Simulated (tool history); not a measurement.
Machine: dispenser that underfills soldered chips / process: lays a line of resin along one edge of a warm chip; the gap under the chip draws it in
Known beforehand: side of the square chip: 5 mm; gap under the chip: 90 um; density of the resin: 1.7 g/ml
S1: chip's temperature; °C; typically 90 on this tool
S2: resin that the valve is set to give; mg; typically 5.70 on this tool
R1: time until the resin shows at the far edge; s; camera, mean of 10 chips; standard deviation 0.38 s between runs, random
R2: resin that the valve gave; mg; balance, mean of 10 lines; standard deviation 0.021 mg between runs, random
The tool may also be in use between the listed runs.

run   hour   S1    S2    R1    R2
  1    0.0   90  5.70  51.8  5.47
       0.9  -- new syringe of resin
  2    5.4   90  5.70  30.0  5.43
  3   10.5   90  6.99  41.7  6.64
  4   13.4   90  6.99  48.8  6.64
      14.3  -- new syringe of resin
  5   17.5   90  5.70  27.9  5.38
  6   24.2   90  5.70  43.5  5.40
      27.7  -- new syringe of resin
  7   27.8   90  5.70  23.1  5.35
  8   31.8   90  5.70  29.8  5.37
  9   35.7   90  5.70  38.3  5.29
      41.5  -- new syringe of resin
 10   41.5   90  5.70  23.3  5.35
 11   46.5   90  5.70  32.8  5.31
 12   49.5   90  5.70  39.3  5.30
      54.8  -- new syringe of resin
 13   55.9   90  5.70  25.3  5.26
      59.2  -- dispensing valve cleaned and set on the balance
 14   60.6   90  7.01  30.1  7.01
 15   65.4   90  7.01  40.5  7.00
      69.2  -- new syringe of resin
 16   70.5   90  5.70  25.0  5.70
 17   75.4   90  5.70  33.9  5.66
 18   78.3   90  5.70  42.3  5.63
      82.8  -- new syringe of resin
 19   84.4   90  5.70  24.8  5.64
 20   89.6   80  7.40  53.2  7.33
 21   92.7   94  5.80  35.8  5.67
      96.3  -- new syringe of resin
 22   97.2  101  5.37  15.2  5.26
 23  102.2   90  5.94  32.2  5.81

Expected results for the next run?
 24  105.1  90  5.56   ?   ?

{"run 24": {"R1": 40.9, "R2": 5.44}}
Were there no unlogged condition in the tool, this run, its random variation unchanged, would have produced R1 23.8 s, R2 5.56 mg.
